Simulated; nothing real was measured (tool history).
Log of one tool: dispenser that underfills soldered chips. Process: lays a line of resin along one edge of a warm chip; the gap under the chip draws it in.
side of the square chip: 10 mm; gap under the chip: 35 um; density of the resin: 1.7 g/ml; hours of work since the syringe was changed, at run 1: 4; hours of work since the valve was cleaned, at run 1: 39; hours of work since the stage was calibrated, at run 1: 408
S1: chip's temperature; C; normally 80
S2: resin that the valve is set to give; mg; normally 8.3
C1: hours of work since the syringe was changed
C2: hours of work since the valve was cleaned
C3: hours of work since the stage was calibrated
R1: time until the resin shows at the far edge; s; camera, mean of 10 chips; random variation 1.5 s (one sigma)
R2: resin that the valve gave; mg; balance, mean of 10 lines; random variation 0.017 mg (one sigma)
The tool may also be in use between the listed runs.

| run | hour | S1 | S2 | C1 | C2 | C3 | R1 | R2 |
|---|---|---|---|---|---|---|---|---|
| 1 | 0 | 80 | 8.3 | 4 | 39 | 408 | 213.6 | 8.01 |
|  | 6.9 | new syringe of resin |
| 2 | 12 | 80 | 8.3 | 4 | 47 | 416 | 212.7 | 7.98 |
|  | 19.5 | new syringe of resin |
|  | 22.3 | dispensing valve cleaned and set on the balance |
| 3 | 25.2 | 80 | 8.3 | 3 | 2 | 425 | 206.1 | 8.28 |
|  | 32.9 | new syringe of resin |
| 4 | 35.8 | 80 | 8.3 | 2 | 9 | 432 | 183.1 | 8.23 |
|  | 46.2 | new syringe of resin |
| 5 | 46.7 | 80 | 8.3 | 0 | 17 | 440 | 172 | 8.18 |
| 6 | 54.1 | 80 | 8.3 | 6 | 22 | 445 | 255 | 8.17 |
|  | 58.3 | new syringe of resin |
| 7 | 62.3 | 92 | 8.3 | 3 | 28 | 450 | 118.5 | 8.08 |
|  | 70.6 | new syringe of resin |
| 8 | 71.1 | 92 | 8.3 | 0 | 34 | 456 | 97.8 | 8.07 |
| 9 | 79.6 | 72 | 8.3 | 6 | 40 | 462 | 394.4 | 8.03 |
|  | 82.9 | new syringe of resin |
| 10 | 87.5 | 72 | 8.3 | 3 | 45 | 468 | 306.3 | 7.99 |
|  | 95.8 | new syringe of resin |
|  | 100.7 | dispensing valve cleaned and set on the balance |
| 11 | 101.9 | 72 | 8.3 | 4 | 1 | 477 | 316.1 | 8.3 |
|  | 109.2 | new syringe of resin |
| 12 | 111.2 | 68 | 7.18 | 1 | 7 | 483 | 335.7 | 7.1 |
| 13 | 118.5 | 92 | 7.51 | 7 | 12 | 489 | 170.8 | 7.4 |
|  | 121.8 | new syringe of resin |
| 14 | 128 | 92 | 7.24 | 4 | 19 | 495 | 139.7 | 7.12 |
|  | 134.5 | new syringe of resin |
| 15 | 134.9 | 80 | 9.46 | 0 | 23 | 500 | 166.1 | 9.26 |
|  | 146.6 | new syringe of resin |
| 16 | 148.9 | 85 | 10.49 | 2 | 33 | 509 | 140.7 | 10.19 |
| 17 | 155 | 94 | 9.24 | 6 | 38 | 514 | 142.4 | 8.96 |
|  | 158.9 | new syringe of resin |
| 18 | 163.8 | 72 | 10.54 | 3 | 44 | 520 | 301.4 | 10.14 |

Alternative continuations, all from the tool just after run 18; predict every row:
|  | 171.1 | new syringe of resin |
|  | 178.8 | dispensing valve cleaned and set on the balance |
| A | 179.5 | 90 | 7.26 | 5 | 0 | 530 | ? | ? |
|  | 171.1 | new syringe of resin |
|  | 178.8 | dispensing valve cleaned and set on the balance |
| B | 179.5 | 72 | 10.54 | 5 | 0 | 530 | ? | ? |
|  | 171.1 | new syringe of resin |
|  | 178.8 | dispensing valve cleaned and set on the balance |
| C | 179.5 | 80 | 9.89 | 5 | 0 | 530 | ? | ? |
|  | 171.1 | new syringe of resin |
|  | 178.8 | dispensing valve cleaned and set on the balance |
| D | 179.5 | 94 | 8.3 | 5 | 0 | 530 | ? | ? |

| run | R1 | R2 |
|---|---|---|
| A | 163.1 | 7.29 |
| B | 347 | 10.54 |
| C | 237 | 9.89 |
| D | 133.8 | 8.32 |
Had the tool no hidden state, the same runs would have come out as:
| run | R1 | R2 |
|---|---|---|
| A | 95.4 | 7.29 |
| B | 200.2 | 10.54 |
| C | 137.4 | 9.89 |
| D | 78.6 | 8.32 |
